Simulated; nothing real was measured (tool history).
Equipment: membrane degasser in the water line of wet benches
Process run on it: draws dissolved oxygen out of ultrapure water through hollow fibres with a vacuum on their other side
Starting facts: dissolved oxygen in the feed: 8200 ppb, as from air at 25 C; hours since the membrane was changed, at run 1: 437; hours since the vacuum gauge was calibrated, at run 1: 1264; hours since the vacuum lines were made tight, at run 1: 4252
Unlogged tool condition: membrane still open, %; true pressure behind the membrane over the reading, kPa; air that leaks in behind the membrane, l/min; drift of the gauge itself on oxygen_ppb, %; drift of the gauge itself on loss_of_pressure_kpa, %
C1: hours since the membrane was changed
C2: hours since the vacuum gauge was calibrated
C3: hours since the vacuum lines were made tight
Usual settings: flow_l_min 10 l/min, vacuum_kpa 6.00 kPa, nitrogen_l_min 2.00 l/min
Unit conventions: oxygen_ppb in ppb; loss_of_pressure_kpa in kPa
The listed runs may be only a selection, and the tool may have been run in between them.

{"run": 1, "hour": 0.0, "flow_l_min": 10, "vacuum_kpa": 6.0, "nitrogen_l_min": 2.0, "C1": 437, "C2": 1264, "C3": 4252, "oxygen_ppb": 113.0, "loss_of_pressure_kpa": 33.18}
{"run": 2, "hour": 72.2, "flow_l_min": 10, "vacuum_kpa": 6.0, "nitrogen_l_min": 2.0, "C1": 509, "C2": 1337, "C3": 4324, "oxygen_ppb": 110.4, "loss_of_pressure_kpa": 33.45}
{"run": 3, "hour": 154.1, "flow_l_min": 10, "vacuum_kpa": 6.0, "nitrogen_l_min": 2.0, "C1": 591, "C2": 1419, "C3": 4406, "oxygen_ppb": 111.0, "loss_of_pressure_kpa": 33.13}
{"run": 4, "hour": 200.8, "flow_l_min": 10, "vacuum_kpa": 6.0, "nitrogen_l_min": 2.0, "C1": 638, "C2": 1465, "C3": 4453, "oxygen_ppb": 112.1, "loss_of_pressure_kpa": 33.62}
{"run": 5, "hour": 263.9, "flow_l_min": 10, "vacuum_kpa": 6.0, "nitrogen_l_min": 2.0, "C1": 701, "C2": 1528, "C3": 4516, "oxygen_ppb": 110.7, "loss_of_pressure_kpa": 33.4}
{"run": 6, "hour": 326.4, "flow_l_min": 10, "vacuum_kpa": 7.67, "nitrogen_l_min": 2.0, "C1": 763, "C2": 1591, "C3": 4579, "oxygen_ppb": 132.5, "loss_of_pressure_kpa": 33.59}
{"run": 7, "hour": 376.4, "flow_l_min": 10, "vacuum_kpa": 7.67, "nitrogen_l_min": 2.0, "C1": 813, "C2": 1641, "C3": 4629, "oxygen_ppb": 133.5, "loss_of_pressure_kpa": 33.17}
{"run": 8, "hour": 453.4, "flow_l_min": 10, "vacuum_kpa": 6.0, "nitrogen_l_min": 1.17, "C1": 890, "C2": 1718, "C3": 4706, "oxygen_ppb": 135.6, "loss_of_pressure_kpa": 33.51}
{"run": 9, "hour": 516.5, "flow_l_min": 10, "vacuum_kpa": 6.0, "nitrogen_l_min": 2.0, "C1": 953, "C2": 1781, "C3": 4769, "oxygen_ppb": 112.1, "loss_of_pressure_kpa": 33.33}
{"run": 10, "hour": 587.3, "flow_l_min": 10, "vacuum_kpa": 6.0, "nitrogen_l_min": 2.0, "C1": 1024, "C2": 1852, "C3": 4840, "oxygen_ppb": 113.8, "loss_of_pressure_kpa": 33.32}
{"run": 11, "hour": 649.0, "flow_l_min": 10, "vacuum_kpa": 6.0, "nitrogen_l_min": 2.0, "C1": 1086, "C2": 1914, "C3": 4901, "oxygen_ppb": 116.5, "loss_of_pressure_kpa": 33.47}
{"run": 12, "hour": 717.9, "flow_l_min": 10, "vacuum_kpa": 6.0, "nitrogen_l_min": 1.14, "C1": 1155, "C2": 1982, "C3": 4970, "oxygen_ppb": 137.0, "loss_of_pressure_kpa": 33.47}
{"run": 13, "hour": 777.5, "flow_l_min": 10, "vacuum_kpa": 6.0, "nitrogen_l_min": 1.14, "C1": 1215, "C2": 2042, "C3": 5030, "oxygen_ppb": 136.6, "loss_of_pressure_kpa": 33.49}
{"run": 14, "hour": 861.4, "flow_l_min": 7, "vacuum_kpa": 6.32, "nitrogen_l_min": 2.92, "C1": 1298, "C2": 2126, "C3": 5114, "oxygen_ppb": 63.5, "loss_of_pressure_kpa": 23.26}
{"run": 15, "hour": 923.6, "flow_l_min": 10, "vacuum_kpa": 6.0, "nitrogen_l_min": 1.84, "C1": 1361, "C2": 2188, "C3": 5176, "oxygen_ppb": 117.1, "loss_of_pressure_kpa": 33.23}
{"run": 16, "hour": 992.9, "flow_l_min": 10, "vacuum_kpa": 7.09, "nitrogen_l_min": 1.29, "C1": 1430, "C2": 2257, "C3": 5245, "oxygen_ppb": 152.6, "loss_of_pressure_kpa": 33.52}
{"run": 17, "hour": 1060.8, "flow_l_min": 10, "vacuum_kpa": 7.09, "nitrogen_l_min": 2.76, "C1": 1498, "C2": 2325, "C3": 5313, "oxygen_ppb": 115.1, "loss_of_pressure_kpa": 33.41}
{"run": 18, "hour": 1127.5, "flow_l_min": 10, "vacuum_kpa": 7.09, "nitrogen_l_min": 2.76, "C1": 1565, "C2": 2392, "C3": 5380, "oxygen_ppb": 116.6, "loss_of_pressure_kpa": 33.37}
{"run": 19, "hour": 1183.6, "flow_l_min": 10, "vacuum_kpa": 6.0, "nitrogen_l_min": 2.0, "C1": 1621, "C2": 2448, "C3": 5436, "oxygen_ppb": 114.8, "loss_of_pressure_kpa": 33.54}
{"run": 20, "hour": 1253.5, "flow_l_min": 10, "vacuum_kpa": 6.0, "nitrogen_l_min": 2.0, "C1": 1691, "C2": 2518, "C3": 5506, "oxygen_ppb": 115.2, "loss_of_pressure_kpa": 33.53}
{"run": 21, "hour": 1293.0, "flow_l_min": 10, "vacuum_kpa": 6.0, "nitrogen_l_min": 2.0, "C1": 1730, "C2": 2557, "C3": 5545, "oxygen_ppb": 114.2, "loss_of_pressure_kpa": 33.33}
{"run": 22, "hour": 1329.0, "flow_l_min": 9, "vacuum_kpa": 6.0, "nitrogen_l_min": 3.13, "C1": 1766, "C2": 2593, "C3": 5581, "oxygen_ppb": 88.8, "loss_of_pressure_kpa": 29.92}
{"run": 23, "hour": 1385.9, "flow_l_min": 9, "vacuum_kpa": 6.0, "nitrogen_l_min": 3.13, "C1": 1823, "C2": 2650, "C3": 5638, "oxygen_ppb": 88.4, "loss_of_pressure_kpa": 30.07}
{"run": 24, "hour": 1460.3, "flow_l_min": 7, "vacuum_kpa": 3.69, "nitrogen_l_min": 2.0, "C1": 1897, "C2": 2725, "C3": 5713, "oxygen_ppb": 51.7, "loss_of_pressure_kpa": 23.41}
{"run": 25, "hour": 1532.8, "flow_l_min": 7, "vacuum_kpa": 8.73, "nitrogen_l_min": 1.55, "C1": 1970, "C2": 2797, "C3": 5785, "oxygen_ppb": 110.4, "loss_of_pressure_kpa": 23.46}
{"run": 26, "hour": 1591.8, "flow_l_min": 13, "vacuum_kpa": 11.05, "nitrogen_l_min": 4.96, "C1": 2029, "C2": 2856, "C3": 5844, "oxygen_ppb": 164.4, "loss_of_pressure_kpa": 43.77}

Measured less the same run without the tool's hidden state. The same run-to-run variation is in both; the gauge's scatter may not be:
run=1 oxygen_ppb=+2.5 loss_of_pressure_kpa=+0.08
run=2 oxygen_ppb=+2.8 loss_of_pressure_kpa=+0.10
run=3 oxygen_ppb=+3.0 loss_of_pressure_kpa=+0.11
run=4 oxygen_ppb=+3.1 loss_of_pressure_kpa=+0.12
run=5 oxygen_ppb=+3.3 loss_of_pressure_kpa=+0.13
run=6 oxygen_ppb=+4.1 loss_of_pressure_kpa=+0.14
run=7 oxygen_ppb=+4.3 loss_of_pressure_kpa=+0.15
run=8 oxygen_ppb=+5.1 loss_of_pressure_kpa=+0.17
run=9 oxygen_ppb=+4.1 loss_of_pressure_kpa=+0.18
run=10 oxygen_ppb=+4.3 loss_of_pressure_kpa=+0.19
run=11 oxygen_ppb=+4.6 loss_of_pressure_kpa=+0.21
run=12 oxygen_ppb=+6.0 loss_of_pressure_kpa=+0.22
run=13 oxygen_ppb=+6.2 loss_of_pressure_kpa=+0.23
run=14 oxygen_ppb=+3.3 loss_of_pressure_kpa=+0.17
run=15 oxygen_ppb=+5.5 loss_of_pressure_kpa=+0.26
run=16 oxygen_ppb=+7.3 loss_of_pressure_kpa=+0.27
run=17 oxygen_ppb=+5.4 loss_of_pressure_kpa=+0.28
run=18 oxygen_ppb=+5.6 loss_of_pressure_kpa=+0.29
run=19 oxygen_ppb=+6.1 loss_of_pressure_kpa=+0.31
run=20 oxygen_ppb=+6.2 loss_of_pressure_kpa=+0.32
run=21 oxygen_ppb=+6.3 loss_of_pressure_kpa=+0.33
run=22 oxygen_ppb=+5.1 loss_of_pressure_kpa=+0.30
run=23 oxygen_ppb=+5.1 loss_of_pressure_kpa=+0.31
run=24 oxygen_ppb=+4.0 loss_of_pressure_kpa=+0.25
run=25 oxygen_ppb=+7.5 loss_of_pressure_kpa=+0.26
run=26 oxygen_ppb=+8.0 loss_of_pressure_kpa=+0.50
